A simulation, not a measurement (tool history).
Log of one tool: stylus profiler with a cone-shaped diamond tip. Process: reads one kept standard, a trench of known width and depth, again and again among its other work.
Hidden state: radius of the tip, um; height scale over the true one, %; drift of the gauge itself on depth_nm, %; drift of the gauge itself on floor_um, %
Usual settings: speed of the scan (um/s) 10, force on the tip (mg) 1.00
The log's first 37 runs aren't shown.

run	hour	speed of the scan (um/s)	force on the tip (mg)	scans with this tip	hours of work since the height scale was calibrated	depth of the trench (Å)	width of the trench's floor (µm)
38	3305.5	10	2.65	1316	194	1007.1	48.02
39	3373.3	10	2.65	1612	237	1007.0	47.91
40	3443.5	10	2.65	1920	282	1006.8	47.96
41	3533.8	12	1.59	2314	340	1004.3	47.86
42	3642.5	12	1.59	2789	410	1004.3	47.86
43	3712.8	14	0.48	3096	455	1000.9	47.89
44	3781.8	5	0.58	3398	500	1001.3	47.90
45	3858.2	4	1.86	3732	549	1004.7	47.88

3 ways to go on from here, each from the tool as it stands after run 45. What would each give?
A	3959.5	6	2.86	4175	614	?	?
B	3959.5	3	1.00	4175	614	?	?
C	3959.5	19	2.49	4175	614	?	?

run	depth of the trench (Å)	width of the trench's floor (µm)
A	1006.6	47.89
B	1002.2	47.92
C	1006.0	47.90
Without the tool's hidden state the same runs would have given:
run	depth of the trench (Å)	width of the trench's floor (µm)
A	1008.4	47.99
B	1004.0	48.03
C	1007.8	48.00
